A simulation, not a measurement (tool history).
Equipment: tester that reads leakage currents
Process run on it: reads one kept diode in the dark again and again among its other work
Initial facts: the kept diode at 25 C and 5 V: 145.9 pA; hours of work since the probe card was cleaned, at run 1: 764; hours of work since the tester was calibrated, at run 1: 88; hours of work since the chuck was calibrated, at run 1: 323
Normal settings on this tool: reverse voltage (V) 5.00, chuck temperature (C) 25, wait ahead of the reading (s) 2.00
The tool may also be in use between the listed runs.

run     day  reverse voltage (V)  chuck temperature (C)  wait ahead of the reading (s)  hours of work since the probe card was cleaned  hours of work since the tester was calibrated  hours of work since the chuck was calibrated  current that the tester gives (pA)
  1   0.000                 5.00                     25                           2.00                                             764                                             88                                           323                              146.86
  2   1.846                 5.00                     25                           2.00                                             788                                            112                                           347                              147.05
  3   2.883                 5.00                     25                           2.00                                             802                                            125                                           360                              147.03
  4   4.288                 5.00                     25                           2.00                                             820                                            143                                           379                              147.56
  5   6.092                 5.00                     25                           2.00                                             843                                            167                                           402                              147.50
  6   7.342                 5.00                     25                           2.00                                             859                                            183                                           418                              146.98
  7   8.121                 5.00                     25                           5.31                                             869                                            193                                           428                              144.93
  8   9.808                 5.00                     25                           5.31                                             891                                            215                                           450                              145.89
  9  10.742                 5.00                     25                           5.31                                             903                                            227                                           462                              146.06
 10  11.579                 5.55                     25                           5.31                                             914                                            238                                           473                              153.54
 11  12.883                18.43                     28                           5.31                                             931                                            254                                           490                              318.66

Expected results for the next run?
 12  14.517                 1.27                     51                           0.45                                             952                                            276                                           511                                   ?

Run 12 gave current that the tester gives (pA) 474.75.
On a tool with no hidden condition, and with the same random variation, this run would have come out at current that the tester gives (pA) 475.16.

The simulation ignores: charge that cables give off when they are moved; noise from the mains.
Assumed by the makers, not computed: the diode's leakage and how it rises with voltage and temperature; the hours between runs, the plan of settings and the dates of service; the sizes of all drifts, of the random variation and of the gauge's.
